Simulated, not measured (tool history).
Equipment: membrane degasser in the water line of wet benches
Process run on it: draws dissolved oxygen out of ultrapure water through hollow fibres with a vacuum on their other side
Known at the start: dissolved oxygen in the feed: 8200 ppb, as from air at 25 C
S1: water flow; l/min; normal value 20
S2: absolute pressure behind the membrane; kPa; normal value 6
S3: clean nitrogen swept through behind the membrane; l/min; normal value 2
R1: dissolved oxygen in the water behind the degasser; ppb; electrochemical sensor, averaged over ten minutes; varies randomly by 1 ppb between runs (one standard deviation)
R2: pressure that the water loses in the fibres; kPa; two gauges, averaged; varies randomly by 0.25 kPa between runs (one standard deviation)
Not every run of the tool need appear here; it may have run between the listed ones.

run 1 hour=0 | S1=20 S2=6 S3=2 | R1=98.3 R2=66.06
run 2 hour=45 | S1=20 S2=6 S3=2 | R1=97.9 R2=66.04
run 3 hour=80.5 | S1=20 S2=6 S3=2 | R1=98.4 R2=66.02
run 4 hour=100 | S1=15 S2=6 S3=2 | R1=59.4 R2=49.63
run 5 hour=144.1 | S1=15 S2=6 S3=2 | R1=60.4 R2=49.88
run 6 hour=172.5 | S1=15 S2=6 S3=2 | R1=58.6 R2=49.73

Forecast run 7:
run 7 hour=199.8 | S1=15 S2=6 S3=4.73 | R1=? R2=?

R1: 32.3 ppb
R2: 49.9 kPa
On a tool with no hidden condition, and with the same random variation, this run would have come out at R1 32.3 ppb, R2 49.64 kPa.
